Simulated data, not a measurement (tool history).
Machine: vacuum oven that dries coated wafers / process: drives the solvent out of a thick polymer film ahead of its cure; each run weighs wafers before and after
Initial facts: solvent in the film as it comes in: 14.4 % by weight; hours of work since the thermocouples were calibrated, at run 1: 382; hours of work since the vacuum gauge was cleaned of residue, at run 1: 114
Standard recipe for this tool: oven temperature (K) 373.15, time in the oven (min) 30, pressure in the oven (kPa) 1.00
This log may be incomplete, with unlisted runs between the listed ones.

| run | hour | oven temperature (K) | time in the oven (min) | pressure in the oven (kPa) | hours of work since the thermocouples were calibrated | hours of work since the vacuum gauge was cleaned of residue | solvent left in the film (%) |
|---|---|---|---|---|---|---|---|
| 1 | 0.0 | 373.15 | 30 | 1.00 | 382 | 114 | 2.63 |
| 2 | 12.8 | 373.15 | 30 | 1.00 | 389 | 121 | 2.61 |
| 3 | 29.2 | 373.15 | 30 | 1.00 | 398 | 129 | 2.64 |
| 4 | 42.4 | 373.15 | 30 | 1.00 | 405 | 137 | 2.65 |
| 5 | 57.0 | 373.15 | 30 | 1.00 | 413 | 144 | 2.70 |
| 6 | 69.9 | 373.15 | 30 | 1.00 | 420 | 151 | 2.63 |
| 7 | 77.6 | 373.15 | 30 | 1.00 | 424 | 156 | 2.65 |
| 8 | 95.2 | 373.15 | 30 | 1.00 | 434 | 165 | 2.77 |
| 9 | 103.5 | 382.15 | 37 | 0.58 | 438 | 170 | 0.59 |

What does the tool deliver on the next run?
| 10 | 115.5 | 373.15 | 36 | 1.98 | 445 | 176 | ? |

solvent left in the film (%): 2.94
Were there no unlogged condition in the tool, this run, its random variation unchanged, would have produced solvent left in the film (%) 2.71.

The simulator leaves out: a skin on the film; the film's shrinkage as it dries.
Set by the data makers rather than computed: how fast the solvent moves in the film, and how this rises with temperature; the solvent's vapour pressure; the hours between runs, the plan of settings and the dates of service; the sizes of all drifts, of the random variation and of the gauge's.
